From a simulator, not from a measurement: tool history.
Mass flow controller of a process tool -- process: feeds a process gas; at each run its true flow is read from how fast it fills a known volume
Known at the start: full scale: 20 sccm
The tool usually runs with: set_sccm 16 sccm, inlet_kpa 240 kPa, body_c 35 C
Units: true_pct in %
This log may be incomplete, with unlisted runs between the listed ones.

| run | day | set_sccm | inlet_kpa | body_c | true_pct |
|---|---|---|---|---|---|
| 1 | 0 | 16 | 240 | 35 | 98.85 |
| 2 | 9.471 | 16 | 240 | 35 | 98.76 |
| 3 | 21.242 | 16 | 240 | 35 | 98.72 |
| 4 | 32.746 | 9 | 240 | 35 | 97.18 |
| 5 | 43.008 | 16 | 240 | 35 | 98.74 |
| 6 | 49.804 | 16 | 240 | 35 | 98.82 |
| 7 | 58.217 | 16 | 240 | 35 | 98.63 |
| 8 | 69.112 | 16 | 240 | 35 | 98.79 |
| 9 | 80.779 | 16 | 240 | 35 | 98.7 |
| 10 | 91.342 | 16 | 154 | 35 | 98.98 |
| 11 | 102.338 | 16 | 240 | 35 | 98.68 |
| 12 | 111.229 | 7 | 240 | 35 | 96.73 |
| 13 | 121.7 | 7 | 240 | 35 | 96.49 |
| 14 | 133.2 | 7 | 240 | 35 | 96.42 |
| 15 | 144.621 | 16 | 142 | 35 | 98.94 |
| 16 | 149.667 | 16 | 179 | 35 | 98.7 |
| 17 | 158.212 | 16 | 179 | 35 | 98.7 |
| 18 | 166.321 | 16 | 179 | 35 | 98.69 |
| 19 | 178.096 | 16 | 172 | 35 | 98.69 |
| 20 | 186.9 | 4 | 240 | 35 | 94.98 |
| 21 | 197.4 | 4 | 240 | 35 | 95.04 |
| 22 | 202.733 | 4 | 240 | 35 | 94.95 |
| 23 | 209.817 | 16 | 263 | 35 | 98.25 |
|  | 216.529 | controller's zero set anew |
| 24 | 219.108 | 16 | 263 | 35 | 98.53 |
| 25 | 228.975 | 16 | 263 | 35 | 98.57 |
| 26 | 236 | 16 | 196 | 37 | 99.14 |
| 27 | 242.917 | 16 | 196 | 25 | 97.88 |
| 28 | 248.725 | 16 | 196 | 25 | 97.7 |
| 29 | 256.438 | 15 | 196 | 26 | 97.62 |
| 30 | 263.688 | 3 | 193 | 39 | 96.74 |
| 31 | 273.558 | 10 | 148 | 36 | 98.09 |
| 32 | 279.079 | 10 | 148 | 36 | 97.93 |
| 33 | 290.812 | 10 | 148 | 36 | 97.98 |
| 34 | 300.717 | 10 | 148 | 34 | 97.86 |
| 35 | 306.338 | 13 | 240 | 37 | 98.21 |
| 36 | 312.529 | 12 | 203 | 21 | 96.64 |
| 37 | 321.775 | 5 | 214 | 28 | 95.82 |
| 38 | 329.962 | 3 | 213 | 34 | 95.69 |
| 39 | 337.779 | 3 | 213 | 34 | 95.69 |
| 40 | 343.158 | 3 | 169 | 39 | 96.41 |
| 41 | 354.038 | 16 | 187 | 35 | 98.77 |
| 42 | 359.004 | 6 | 153 | 26 | 96.04 |
| 43 | 367.296 | 6 | 153 | 26 | 96.03 |
| 44 | 372.192 | 7 | 229 | 22 | 95.5 |
| 45 | 381.671 | 14 | 225 | 35 | 98.15 |
| 46 | 392.817 | 7 | 240 | 32 | 96.21 |
| 47 | 402.596 | 4 | 240 | 20 | 94.33 |

Branching from run 47: 4 alternative next runs. What would each branch give?
| A | 413.162 | 4 | 217 | 29 | ? |
| B | 413.162 | 8 | 240 | 20 | ? |
| C | 413.162 | 8 | 278 | 20 | ? |
| D | 413.162 | 13 | 240 | 38 | ? |

| run | true_pct |
|---|---|
| A | 95.28 |
| B | 95.18 |
| C | 95.02 |
| D | 98.08 |
Without the tool's unlogged condition, the same runs would have read:
| run | true_pct |
|---|---|
| A | 97.84 |
| B | 97.32 |
| C | 97.16 |
| D | 100.06 |
